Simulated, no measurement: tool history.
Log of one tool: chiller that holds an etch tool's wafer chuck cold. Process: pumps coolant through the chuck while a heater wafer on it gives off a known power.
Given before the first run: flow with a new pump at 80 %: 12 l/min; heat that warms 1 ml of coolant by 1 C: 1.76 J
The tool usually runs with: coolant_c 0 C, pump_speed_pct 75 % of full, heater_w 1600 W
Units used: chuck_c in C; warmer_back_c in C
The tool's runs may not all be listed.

run    hour  coolant_c  pump_speed_pct  heater_w  chuck_c  warmer_back_c
  1       0          0              75      1600     10.2           4.83
  2    43.4          5              75      1600     15.4           4.81
  3    89.8          0              75      1600     10.2           4.82
  4     153          0              75      1600     10.3           4.82
  5   218.2          0              75      1979     12.8              6
  6   251.3          0              75      1979     12.7           5.93
  7   289.8          0              85      1979     11.6           5.23
  8     329          9              75      1600     19.4           4.77
  9   362.9          0              75      1600     10.4           4.74
 10     398          0              75      1600     10.3           4.76
 11     444          9              75      1600     19.4           4.75
 12   506.4          9              75      1600     19.3           4.81
 13   550.5         -7              75      1600      3.4           4.71
 14   612.7          0              75      2399     15.5           7.13
 15   651.1          0              75      2399     15.4            7.1
 16     686          0              75      1600     10.2           4.67
 17   723.3          6              75      1127     13.5           3.31
 18   768.2          2              69      2274     17.5           7.32
 19   809.9          2              69      2274     17.7           7.29
 20   859.8         -3              63      1218      5.9            4.2
 21   914.1         -3              63      1427      7.5           4.91
 22   975.5          7              67      1253     15.7              4
 23  1003.2          7              67      1253     15.8           4.03
 24  1042.2         -2              90       859      3.1           1.97
 25  1101.8         -2              90      1429      6.1           3.38
 26  1163.9         -2              95      2259     10.3           5.24
 27  1202.4         -4              75      1600      6.5           4.57
 28  1254.7         -4              71      1729      7.6           5.31
 29  1317.6          0              75      1434      9.3           4.08
 30  1351.3          1              63      1302     10.7           4.38
 31    1386         -6              70      1302      2.7           3.89

Forecast each of these 5 alternatives for the next run:
  A  1436.8         -4              92       854        ?              ?
  B  1436.8         -6              71      1287        ?              ?
  C  1436.8         -6              67      1302        ?              ?
  D  1436.8         -2              70      1302        ?              ?
  E  1436.8          0              64      1242        ?              ?

run  chuck_c  warmer_back_c
  A      0.9           1.86
  B      2.8           3.82
  C      3.1           4.08
  D      6.8           3.88
  E        9           4.07
Without the tool's hidden state the same runs would have given:
run  chuck_c  warmer_back_c
  A      0.9           2.13
  B      2.8           4.09
  C      3.1           4.34
  D      6.8           4.15
  E      8.9           4.33
